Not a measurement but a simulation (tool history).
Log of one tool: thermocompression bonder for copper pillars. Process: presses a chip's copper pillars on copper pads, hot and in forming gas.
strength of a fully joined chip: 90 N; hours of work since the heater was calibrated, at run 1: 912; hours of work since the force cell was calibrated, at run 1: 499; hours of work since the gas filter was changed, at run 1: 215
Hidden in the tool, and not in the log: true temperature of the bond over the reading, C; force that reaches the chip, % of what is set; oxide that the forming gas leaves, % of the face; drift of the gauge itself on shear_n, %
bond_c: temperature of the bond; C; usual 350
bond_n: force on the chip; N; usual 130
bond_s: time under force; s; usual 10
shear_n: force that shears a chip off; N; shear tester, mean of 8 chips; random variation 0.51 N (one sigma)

run,hour,bond_c,bond_n,bond_s,hours of work since the heater was calibrated,hours of work since the force cell was calibrated,hours of work since the gas filter was changed,shear_n
1,0,350,130,10,912,499,215,28.2
2,29.2,350,103,10,927,514,231,23.9
3,43.4,350,103,10,935,522,238,23.4
4,60.3,350,130,10,944,531,247,27.7
5,78.9,350,130,10,953,541,257,27.6
6,97.5,350,130,10,963,551,267,27.6
7,125,350,130,10,978,565,281,27.6
8,151.7,350,119,10,992,579,296,26.2
9,168.7,350,119,10,1001,588,305,25.9
10,187.6,350,119,10,1011,598,315,25.5
11,203.5,350,119,10,1020,607,323,25.7
12,230.8,350,130,23,1034,621,337,38.1
13,257.4,350,130,23,1048,635,352,37.9
14,277.3,350,130,23,1059,646,362,37.2
15,293,350,112,18,1067,654,370,31.3
16,309.7,350,167,9,1076,663,379,31.1
17,332.3,350,130,7,1088,675,391,23.4
18,349.3,350,130,18,1097,684,400,34.5
# hour 378.4: heater calibrated with a thermocouple chip
19,378.4,334,173,10,0,699,415,30.3
20,400.5,334,173,10,12,710,426,30.1
# hour 423.6: forming gas filter changed
21,423.6,343,173,8,24,722,0,31.6
22,443.3,343,173,8,34,733,10,32.8
23,457.4,343,173,8,42,740,18,31.8
24,472.2,343,173,8,50,748,26,32.1
25,499.5,339,181,10,64,763,40,34.5
26,515.6,339,181,10,73,771,49,35.1

5 ways to go on from here, each from the tool as it stands after run 26. What would each give?
A,530.1,347,93,6,80,779,56,?
B,530.1,328,89,6,80,779,56,?
C,530.1,339,181,12,80,779,56,?
D,530.1,330,86,10,80,779,56,?
E,530.1,339,181,13,80,779,56,?

run,shear_n
A,18.8
B,13.4
C,36.3
D,17.9
E,38
Without the tool's hidden state the same runs would have given:
run,shear_n
A,19.7
B,14.2
C,37.8
D,18.7
E,39.5
